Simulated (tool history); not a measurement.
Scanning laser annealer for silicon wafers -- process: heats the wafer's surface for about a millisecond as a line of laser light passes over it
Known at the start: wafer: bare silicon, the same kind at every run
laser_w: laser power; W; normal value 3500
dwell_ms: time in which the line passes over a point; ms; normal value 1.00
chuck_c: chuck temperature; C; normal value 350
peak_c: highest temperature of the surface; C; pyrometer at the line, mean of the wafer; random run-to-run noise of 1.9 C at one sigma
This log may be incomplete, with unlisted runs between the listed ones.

run,day,laser_w,dwell_ms,chuck_c,peak_c
1,0.000,3500,1.00,350,1066
2,0.475,3500,1.00,350,1070
3,1.308,3500,1.00,350,1071
4,1.946,3726,1.00,350,1128
5,2.646,3726,1.24,350,1206
6,3.021,3726,1.24,350,1210
7,3.571,3726,1.24,350,1203
8,4.396,3500,1.00,350,1070
9,4.842,3500,1.00,350,1065
10,5.721,3500,1.00,350,1064
11,6.608,3500,1.21,350,1125
12,7.012,3500,1.21,350,1126
13,7.808,3500,1.21,350,1126
14,8.175,3601,1.00,350,1087
15,9.042,3601,1.00,348,1087
16,9.817,3601,1.00,348,1086
17,10.596,3500,1.00,350,1060
18,11.275,3500,1.00,350,1059
19,12.062,3006,1.06,372,974
20,12.517,3006,1.06,372,973
21,12.908,3006,1.06,372,970
22,13.550,3006,1.03,330,921
23,13.938,3576,1.05,341,1081
24,14.325,3500,1.00,353,1060
25,14.888,3500,1.00,353,1063
26,15.517,3587,0.91,337,1035
27,16.312,3440,0.91,346,1005
28,16.721,3096,1.06,350,970
29,17.446,3500,1.00,381,1086
# day 17.733: window over the wafer cleaned
30,18.121,3294,0.73,313,913
31,18.529,3473,0.81,357,1029
32,19.092,3643,1.00,348,1130
33,19.583,3643,1.00,348,1132

5 ways to go on from here, each from the tool as it stands after run 33. What would each give?
A,19.979,3440,1.02,356,?
B,19.979,3007,0.96,347,?
C,19.979,3006,1.14,348,?
D,19.979,3643,1.00,342,?
E,19.979,3317,0.86,346,?

run,peak_c
A,1088
B,950
C,998
D,1123
E,997
Stripped of hidden state, with their random variation kept, the same runs would have yielded:
run,peak_c
A,1101
B,960
C,1009
D,1136
E,1008
